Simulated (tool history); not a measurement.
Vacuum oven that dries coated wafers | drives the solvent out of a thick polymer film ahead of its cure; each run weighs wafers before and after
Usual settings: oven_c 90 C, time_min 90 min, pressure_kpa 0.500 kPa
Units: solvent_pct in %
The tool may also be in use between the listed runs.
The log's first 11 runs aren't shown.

{"run": 12, "day": 12.912, "oven_c": 105, "time_min": 90, "pressure_kpa": 0.5, "solvent_pct": 0.78}
{"run": 13, "day": 14.288, "oven_c": 105, "time_min": 90, "pressure_kpa": 0.5, "solvent_pct": 0.83}
{"run": 14, "day": 15.921, "oven_c": 105, "time_min": 90, "pressure_kpa": 0.5, "solvent_pct": 0.68}
{"run": 15, "day": 17.3, "oven_c": 105, "time_min": 90, "pressure_kpa": 0.5, "solvent_pct": 0.72}
{"run": 16, "day": 18.375, "oven_c": 105, "time_min": 90, "pressure_kpa": 0.5, "solvent_pct": 0.75}
{"run": 17, "day": 19.3, "oven_c": 105, "time_min": 90, "pressure_kpa": 0.5, "solvent_pct": 0.79}
{"run": 18, "day": 20.475, "oven_c": 90, "time_min": 87, "pressure_kpa": 0.282, "solvent_pct": 4.53}
{"run": 19, "day": 21.662, "oven_c": 90, "time_min": 90, "pressure_kpa": 0.427, "solvent_pct": 4.53}
{"run": 20, "day": 23.508, "oven_c": 95, "time_min": 49, "pressure_kpa": 0.937, "solvent_pct": 6.7}
{"run": 21, "day": 24.983, "oven_c": 101, "time_min": 92, "pressure_kpa": 0.303, "solvent_pct": 1.17}
{"run": 22, "day": 26.196, "oven_c": 101, "time_min": 92, "pressure_kpa": 1.501, "solvent_pct": 1.79}
{"run": 23, "day": 27.017, "oven_c": 101, "time_min": 68, "pressure_kpa": 0.472, "solvent_pct": 2.49}
{"run": 24, "day": 28.292, "oven_c": 101, "time_min": 68, "pressure_kpa": 0.294, "solvent_pct": 2.46}
{"run": 25, "day": 29.608, "oven_c": 90, "time_min": 106, "pressure_kpa": 0.382, "solvent_pct": 3.69}
{"run": 26, "day": 31.025, "oven_c": 90, "time_min": 90, "pressure_kpa": 0.709, "solvent_pct": 4.86}
{"run": 27, "day": 32.546, "oven_c": 103, "time_min": 90, "pressure_kpa": 1.73, "solvent_pct": 1.68}
{"run": 28, "day": 33.858, "oven_c": 104, "time_min": 90, "pressure_kpa": 0.5, "solvent_pct": 0.89}
{"run": 29, "day": 35.575, "oven_c": 104, "time_min": 90, "pressure_kpa": 0.5, "solvent_pct": 0.93}
{"run": 30, "day": 37.317, "oven_c": 86, "time_min": 157, "pressure_kpa": 0.496, "solvent_pct": 3.04}
{"run": 31, "day": 38.258, "oven_c": 90, "time_min": 71, "pressure_kpa": 0.656, "solvent_pct": 6.43}
{"run": 32, "day": 39.671, "oven_c": 90, "time_min": 71, "pressure_kpa": 0.656, "solvent_pct": 6.45}

Forecast each of these 5 alternatives for the next run:
{"run": "A", "day": 41.071, "oven_c": 89, "time_min": 71, "pressure_kpa": 0.656, "solvent_pct": "?"}
{"run": "B", "day": 41.071, "oven_c": 90, "time_min": 71, "pressure_kpa": 0.462, "solvent_pct": "?"}
{"run": "C", "day": 41.071, "oven_c": 90, "time_min": 94, "pressure_kpa": 1.872, "solvent_pct": "?"}
{"run": "D", "day": 41.071, "oven_c": 90, "time_min": 89, "pressure_kpa": 0.754, "solvent_pct": "?"}
{"run": "E", "day": 41.071, "oven_c": 88, "time_min": 139, "pressure_kpa": 0.624, "solvent_pct": "?"}

run=A solvent_pct=7.04
run=B solvent_pct=6.35
run=C solvent_pct=5.39
run=D solvent_pct=5.05
run=E solvent_pct=3.15
Without the tool's hidden state the same runs would have given:
run=A solvent_pct=5.86
run=B solvent_pct=5.22
run=C solvent_pct=4.33
run=D solvent_pct=3.97
run=E solvent_pct=2.22
